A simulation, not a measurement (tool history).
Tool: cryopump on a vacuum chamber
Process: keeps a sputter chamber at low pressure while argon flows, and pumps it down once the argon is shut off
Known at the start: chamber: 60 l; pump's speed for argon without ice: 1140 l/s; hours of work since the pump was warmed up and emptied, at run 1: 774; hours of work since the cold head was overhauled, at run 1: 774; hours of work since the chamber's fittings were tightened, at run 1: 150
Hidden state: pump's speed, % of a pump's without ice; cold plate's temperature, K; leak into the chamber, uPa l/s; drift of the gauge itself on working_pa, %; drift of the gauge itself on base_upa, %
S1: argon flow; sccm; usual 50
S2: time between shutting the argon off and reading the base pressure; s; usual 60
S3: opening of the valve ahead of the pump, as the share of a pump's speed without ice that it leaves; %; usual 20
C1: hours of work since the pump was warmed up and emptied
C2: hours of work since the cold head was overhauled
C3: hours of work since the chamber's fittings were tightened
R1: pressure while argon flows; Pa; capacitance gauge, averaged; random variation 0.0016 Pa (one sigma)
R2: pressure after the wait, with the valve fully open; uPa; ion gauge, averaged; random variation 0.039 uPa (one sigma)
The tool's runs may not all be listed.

| run | day | S1 | S2 | S3 | C1 | C2 | C3 | R1 | R2 |
|---|---|---|---|---|---|---|---|---|---|
| 1 | 0 | 50 | 60 | 20 | 774 | 774 | 150 | 0.3908 | 2.46 |
| 2 | 1.362 | 50 | 60 | 20 | 795 | 795 | 170 | 0.394 | 2.42 |
| 3 | 3.004 | 50 | 60 | 20 | 819 | 819 | 195 | 0.3892 | 2.51 |
| 4 | 4.467 | 50 | 60 | 21 | 841 | 841 | 217 | 0.3729 | 2.46 |
| 5 | 5.579 | 34 | 60 | 20 | 858 | 858 | 234 | 0.2689 | 2.53 |
|  | 5.888 | pump warmed up, emptied and cooled again |
| 6 | 6.925 | 50 | 226 | 20 | 16 | 875 | 251 | 0.3729 | 0.94 |
| 7 | 8.642 | 50 | 60 | 20 | 42 | 901 | 277 | 0.3701 | 2.49 |
| 8 | 9.542 | 50 | 60 | 20 | 55 | 915 | 291 | 0.3749 | 2.41 |
| 9 | 11.129 | 50 | 60 | 20 | 79 | 939 | 315 | 0.3746 | 2.51 |
| 10 | 12.467 | 50 | 60 | 20 | 99 | 959 | 335 | 0.3765 | 2.52 |
| 11 | 13.788 | 50 | 60 | 20 | 119 | 979 | 355 | 0.3734 | 2.51 |
| 12 | 14.708 | 50 | 60 | 20 | 133 | 993 | 369 | 0.3742 | 2.49 |
| 13 | 16.188 | 50 | 60 | 20 | 155 | 1015 | 391 | 0.3755 | 2.55 |
| 14 | 17.258 | 50 | 60 | 20 | 172 | 1031 | 407 | 0.3769 | 2.53 |
| 15 | 18.8 | 50 | 60 | 20 | 195 | 1055 | 430 | 0.3752 | 2.6 |
| 16 | 19.962 | 50 | 60 | 20 | 212 | 1072 | 448 | 0.372 | 2.64 |
| 17 | 22.042 | 50 | 60 | 20 | 244 | 1104 | 479 | 0.3744 | 2.61 |

The next listed run, before its measurement:
| 18 | 23.096 | 25 | 80 | 45 | 260 | 1119 | 495 | ? | ? |

Run 18 gave R1 0.0857 Pa, R2 2.11 uPa.
Without the tool's hidden state the same run would have given R1 0.0823 Pa, R2 1.7 uPa.

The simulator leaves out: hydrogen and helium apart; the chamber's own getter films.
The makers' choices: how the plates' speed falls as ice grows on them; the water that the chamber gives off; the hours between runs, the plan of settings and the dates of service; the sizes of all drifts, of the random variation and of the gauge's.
